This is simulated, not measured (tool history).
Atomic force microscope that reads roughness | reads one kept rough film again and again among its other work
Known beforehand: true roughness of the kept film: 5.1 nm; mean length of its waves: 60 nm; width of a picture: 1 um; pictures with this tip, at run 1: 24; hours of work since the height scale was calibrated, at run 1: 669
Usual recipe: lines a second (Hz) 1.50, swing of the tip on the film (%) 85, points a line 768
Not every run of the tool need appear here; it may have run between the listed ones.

| run | hour | lines a second (Hz) | swing of the tip on the film (%) | points a line | pictures with this tip | hours of work since the height scale was calibrated | roughness of the kept film (nm (root mean square)) |
|---|---|---|---|---|---|---|---|
| 1 | 0.0 | 1.50 | 85 | 768 | 24 | 669 | 4.309 |
| 2 | 39.5 | 0.93 | 85 | 768 | 118 | 699 | 4.422 |
| 3 | 76.6 | 0.93 | 85 | 768 | 206 | 728 | 4.368 |
|  | 134.7 | new tip fitted |
| 4 | 137.2 | 0.93 | 85 | 768 | 6 | 774 | 4.533 |
| 5 | 195.6 | 1.33 | 85 | 768 | 145 | 819 | 4.244 |
| 6 | 226.0 | 1.50 | 64 | 768 | 218 | 842 | 4.544 |
| 7 | 256.1 | 1.50 | 85 | 638 | 290 | 865 | 4.105 |
|  | 279.4 | new tip fitted |
| 8 | 287.9 | 2.86 | 85 | 768 | 21 | 889 | 3.841 |
| 9 | 319.1 | 2.86 | 85 | 768 | 95 | 913 | 3.833 |
| 10 | 379.0 | 1.50 | 85 | 768 | 238 | 959 | 4.164 |
|  | 425.2 | new tip fitted |
| 11 | 437.5 | 1.50 | 85 | 768 | 29 | 1004 | 4.297 |
| 12 | 495.1 | 1.50 | 85 | 580 | 166 | 1048 | 4.204 |
| 13 | 527.9 | 1.50 | 85 | 366 | 245 | 1073 | 4.158 |
|  | 572.7 | new tip fitted |
| 14 | 584.4 | 1.50 | 75 | 768 | 28 | 1116 | 4.494 |
| 15 | 639.3 | 1.50 | 75 | 768 | 159 | 1158 | 4.347 |
| 16 | 687.8 | 1.50 | 75 | 768 | 274 | 1196 | 4.308 |
| 17 | 715.0 | 1.50 | 57 | 325 | 340 | 1216 | 4.484 |
|  | 720.8 | new tip fitted |
| 18 | 757.0 | 1.50 | 57 | 325 | 87 | 1248 | 4.659 |
| 19 | 815.6 | 1.50 | 57 | 325 | 227 | 1293 | 4.528 |
|  | 868.9 | new tip fitted |
| 20 | 872.0 | 1.50 | 85 | 325 | 7 | 1336 | 4.269 |
| 21 | 907.3 | 3.30 | 74 | 864 | 91 | 1363 | 4.077 |

Estimate the outcome of run 22 from the log above:
| 22 | 949.0 | 3.53 | 78 | 944 | 191 | 1395 | ? |

{"run 22": {"roughness of the kept film (nm (root mean square))": 3.856}}
Without the tool's hidden state the same run would have given roughness of the kept film (nm (root mean square)) 4.035.
